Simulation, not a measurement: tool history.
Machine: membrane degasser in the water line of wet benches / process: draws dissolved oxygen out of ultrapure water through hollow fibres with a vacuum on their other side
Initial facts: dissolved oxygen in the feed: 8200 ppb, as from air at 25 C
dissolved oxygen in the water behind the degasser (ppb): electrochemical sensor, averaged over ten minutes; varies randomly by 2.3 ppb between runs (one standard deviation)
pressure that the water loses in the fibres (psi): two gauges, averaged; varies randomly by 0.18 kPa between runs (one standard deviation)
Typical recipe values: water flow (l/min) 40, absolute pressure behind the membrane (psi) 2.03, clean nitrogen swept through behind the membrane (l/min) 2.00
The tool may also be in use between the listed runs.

run    hour  water flow (l/min)  absolute pressure behind the membrane (psi)  clean nitrogen swept through behind the membrane (l/min)  dissolved oxygen in the water behind the degasser (ppb)  pressure that the water loses in the fibres (psi)
  1     0.0                  40                                         2.03                                                      2.00                                                    472.0                                              4.547
  2    97.7                  40                                         2.03                                                      2.00                                                    475.6                                              4.508
  3   212.4                  40                                         2.03                                                      2.00                                                    471.1                                              4.534
  4   275.2                  40                                         2.03                                                      2.00                                                    472.8                                              4.499
  5   384.8                  40                                         2.03                                                      2.00                                                    469.1                                              4.537
  6   446.2                  40                                         2.03                                                      2.00                                                    471.7                                              4.569
  7   540.2                  36                                         2.03                                                      2.00                                                    426.3                                              4.096
  8   655.6                  36                                         2.03                                                      2.00                                                    433.0                                              4.119
      684.1  -- vacuum gauge calibrated
  9   725.6                  36                                         2.03                                                      2.00                                                    421.7                                              4.123
 10   776.8                  36                                         2.03                                                      2.00                                                    423.0                                              4.090
 11   892.7                  36                                         2.03                                                      2.00                                                    423.1                                              4.154
 12   947.6                  36                                         2.03                                                      2.00                                                    422.5                                              4.067
 13  1069.3                  40                                         3.45                                                      2.00                                                    837.1                                              4.548
 14  1136.8                  36                                         2.03                                                      2.00                                                    420.9                                              4.093
 15  1229.7                  40                                         2.03                                                      2.00                                                    458.1                                              4.512
 16  1338.4                  40                                         2.03                                                      2.00                                                    461.6                                              4.561
 17  1442.1                  40                                         4.28                                                      2.00                                                   1045.2                                              4.561
 18  1497.1                  40                                         4.28                                                      2.00                                                   1043.5                                              4.541
 19  1581.8                  40                                         4.28                                                      2.00                                                   1050.4                                              4.570
 20  1634.4                  62                                         2.03                                                      2.02                                                    661.6                                              7.104
 21  1738.4                  62                                         2.03                                                      2.02                                                    662.5                                              7.081
 22  1831.5                  63                                         2.42                                                      2.00                                                    827.6                                              7.127
 23  1895.3                  63                                         2.42                                                      2.00                                                    829.7                                              7.203
 24  1989.2                  32                                         1.70                                                      2.00                                                    305.0                                              3.643
 25  2115.7                  33                                         1.68                                                      3.54                                                    185.4                                              3.796
 26  2182.6                  33                                         4.02                                                      2.60                                                    679.9                                              3.787
 27  2246.9                  38                                         2.03                                                      2.00                                                    441.5                                              4.312
 28  2362.2                  40                                         2.20                                                      3.17                                                    348.4                                              4.598
 29  2418.1                  39                                         2.03                                                      2.00                                                    455.2                                              4.476
 30  2479.2                  39                                         2.03                                                      2.00                                                    454.1                                              4.467
 31  2583.7                  39                                         2.03                                                      2.00                                                    454.0                                              4.460

Branching from run 31: 5 alternative next runs. What would each branch give?
  A  2689.6                  30                                         2.16                                                      1.51                                                        ?                                                  ?
  B  2689.6                  25                                         2.03                                                      2.00                                                        ?                                                  ?
  C  2689.6                  31                                         3.06                                                      2.37                                                        ?                                                  ?
  D  2689.6                  32                                         2.03                                                      3.34                                                        ?                                                  ?
  E  2689.6                  57                                         3.73                                                      1.06                                                        ?                                                  ?

run  dissolved oxygen in the water behind the degasser (ppb)  pressure that the water loses in the fibres (psi)
  A                                                    497.8                                              3.469
  B                                                    312.1                                              2.883
  C                                                    518.6                                              3.588
  D                                                    245.6                                              3.700
  E                                                   1879.9                                              6.495
Without the tool's hidden state the same runs would have given:
run  dissolved oxygen in the water behind the degasser (ppb)  pressure that the water loses in the fibres (psi)
  A                                                    493.6                                              3.416
  B                                                    308.2                                              2.840
  C                                                    513.6                                              3.535
  D                                                    242.7                                              3.643
  E                                                   1877.7                                              6.395
